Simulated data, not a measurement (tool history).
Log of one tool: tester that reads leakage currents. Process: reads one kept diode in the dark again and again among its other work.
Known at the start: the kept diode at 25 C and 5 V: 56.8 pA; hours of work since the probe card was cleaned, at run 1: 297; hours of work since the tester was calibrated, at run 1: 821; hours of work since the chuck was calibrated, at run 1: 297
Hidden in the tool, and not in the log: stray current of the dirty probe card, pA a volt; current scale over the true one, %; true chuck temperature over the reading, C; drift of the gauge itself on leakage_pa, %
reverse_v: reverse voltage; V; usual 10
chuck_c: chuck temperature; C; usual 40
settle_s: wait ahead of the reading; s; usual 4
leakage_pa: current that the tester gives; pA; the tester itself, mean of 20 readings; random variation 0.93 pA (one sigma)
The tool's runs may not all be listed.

run,day,reverse_v,chuck_c,settle_s,hours of work since the probe card was cleaned,hours of work since the tester was calibrated,hours of work since the chuck was calibrated,leakage_pa
1,0,10,40,4,297,821,297,312.68
2,2.846,5.5,40,4,345,869,345,219.01
3,4.654,5.5,40,4,375,900,375,218.12
4,8.238,10,27,4,436,960,436,103.59
5,11.65,10,27,4,493,1017,493,103.19
6,14.638,10,40,0.37,543,1068,543,315.89
7,17.671,10,40,0.37,594,1119,594,313.78
8,19.721,10,40,0.37,629,1153,629,314.63
9,21.608,10,21,4,661,1185,661,59.96
10,24.788,10,28,4,714,1239,714,112.73
11,28.279,10,40,4,773,1297,773,310.85
12,30.488,10,40,4,810,1334,810,311.07
13,34.071,10,24,4,870,1395,870,78.88
14,36.146,10,24,4,905,1430,905,78.86
15,38.396,10,24,4,943,1468,943,78.99
16,40.608,10,24,4,981,1505,981,79.02
17,44.046,10,24,4,1038,1563,1038,79.09
18,47.875,10,24,4,1103,1627,1103,79.02
19,49.496,10,24,4,1130,1654,1130,79.39
20,52.542,10,40,0.88,1181,1706,1181,312.4
21,54.271,4.8,40,6.82,1210,1735,1210,202.32
22,56.017,7.1,28,3.38,1240,1764,1240,91.88
23,58.612,7.1,28,3.38,1284,1808,1284,91.9
24,61.529,7.1,37,4,1333,1857,1333,198.02
25,63.804,3.2,37,4,1371,1895,1371,122.52
26,66.562,8.5,58,9.97,1417,1942,1417,1129.01
27,69.654,5.2,40,2.84,1469,1994,1469,211.11
28,72.025,2,20,4.07,1509,2033,1509,20.98
29,75.633,2,20,4.07,1570,2094,1570,21
# day 76.508: chuck's temperature calibrated
30,78.662,1.4,51,4.25,1620,2144,36,229.09
31,81.304,16.1,22,5.82,1664,2188,81,87.96
32,83.429,15.7,40,4,1700,2224,116,409.43
33,85.962,1.6,40,9.56,1742,2267,159,103.94
34,87.729,1.6,40,9.56,1772,2296,189,104.25
35,89.975,1.6,40,9.56,1810,2334,227,104.05
36,93.858,4.6,40,1.71,1875,2400,292,195.34
37,97.038,4.6,40,1.71,1929,2453,345,195.73
38,98.962,1.8,40,2.63,1961,2485,378,112.16
39,101.371,1.8,40,2.63,2002,2526,418,112.24
40,104.212,1.8,40,2.63,2049,2574,466,111.39

4 ways to go on from here, each from the tool as it stands after run 40. What would each give?
A,108.025,17.1,26,2.63,2114,2638,530,?
B,108.025,19.2,40,2.63,2114,2638,530,?
C,108.025,10.9,24,0.33,2114,2638,530,?
D,108.025,10,37,3.88,2114,2638,530,?

run,leakage_pa
A,131
B,459.32
C,88.08
D,243.82
Without the tool's hidden state the same runs would have given:
run,leakage_pa
A,130.86
B,459.06
C,87.99
D,243.68

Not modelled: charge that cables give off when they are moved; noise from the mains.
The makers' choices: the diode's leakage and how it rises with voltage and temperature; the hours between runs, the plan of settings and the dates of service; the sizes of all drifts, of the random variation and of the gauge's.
